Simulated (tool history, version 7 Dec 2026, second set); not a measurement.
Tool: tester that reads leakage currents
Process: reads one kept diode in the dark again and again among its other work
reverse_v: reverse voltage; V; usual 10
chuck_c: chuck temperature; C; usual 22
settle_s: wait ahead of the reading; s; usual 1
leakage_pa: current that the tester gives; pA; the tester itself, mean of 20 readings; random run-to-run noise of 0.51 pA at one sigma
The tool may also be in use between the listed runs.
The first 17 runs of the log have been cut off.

run    hour  reverse_v  chuck_c  settle_s  hours of work since the probe card was cleaned  hours of work since the tester was calibrated  hours of work since the chuck was calibrated  leakage_pa
 18  2176.8        3.5       22       0.4                                            1570                                           3869                                           699       94.16
 19  2254.7        3.5       22       0.4                                            1618                                           3917                                           748       93.57
 20  2400.2        3.5       22       0.4                                            1709                                           4008                                           839       92.48
 21    2509        3.5       22       0.4                                            1777                                           4077                                           907       92.08
 22    2611        3.5       22       0.4                                            1841                                           4140                                           971       90.92
 23    2759       16.2       44      3.34                                            1934                                           4233                                          1064     1406.17
 24  2870.3       17.1       30      3.34                                            2003                                           4302                                          1133      425.61
     3001.4  -- chuck's temperature calibrated
     3036.1  -- tester calibrated
 25  3051.3       17.1       30      3.34                                            2114                                             10                                            30      482.42
 26    3187          9       38      1.19                                            2199                                             94                                           115       694.5
 27    3265        3.7       38      1.19                                            2248                                            143                                           164      441.06
 28  3347.7          1       43      4.41                                            2299                                            195                                           215      344.92
 29  3495.4          1       43      4.41                                            2392                                            287                                           308      339.45
 30  3601.8          1       43      4.41                                            2458                                            354                                           374      337.81
 31  3732.3        4.3       27      4.41                                            2540                                            435                                           456      172.51
 32    3821        8.8       22      0.91                                            2595                                            491                                           511      157.21
 33    3990        1.1       22      0.31                                            2701                                            597                                           617       52.67
 34  4118.6        1.1       22      0.31                                            2782                                            677                                           698       52.24
 35  4207.3        1.8       46      7.86                                            2837                                            733                                           753      563.08
 36  4309.1        4.1       42      1.32                                            2901                                            796                                           817      601.12
 37  4432.2        2.8       23      1.57                                            2978                                            873                                           894       90.07
 38  4512.2        2.8       23      1.57                                            3028                                            923                                           944       89.94
 39  4595.5        2.8       32       6.9                                            3080                                            975                                           996      204.03
 40  4772.3        2.8       32       6.9                                            3190                                           1086                                          1106      200.57

What if the next run were any one of these 4? Each begins from the tool's condition after run 40:
  A  4856.3        2.2       24      0.47                                            3243                                           1138                                          1159           ?
  B  4856.3        5.6       32      0.49                                            3243                                           1138                                          1159           ?
  C  4856.3       17.4       32       6.9                                            3243                                           1138                                          1159           ?
  D  4856.3        8.9       57       6.9                                            3243                                           1138                                          1159           ?

run  leakage_pa
  A       84.82
  B      285.88
  C      512.81
  D     2892.04
Stripped of hidden state, with their random variation kept, the same runs would have yielded:
run  leakage_pa
  A       95.81
  B      322.72
  C      569.38
  D     3257.49

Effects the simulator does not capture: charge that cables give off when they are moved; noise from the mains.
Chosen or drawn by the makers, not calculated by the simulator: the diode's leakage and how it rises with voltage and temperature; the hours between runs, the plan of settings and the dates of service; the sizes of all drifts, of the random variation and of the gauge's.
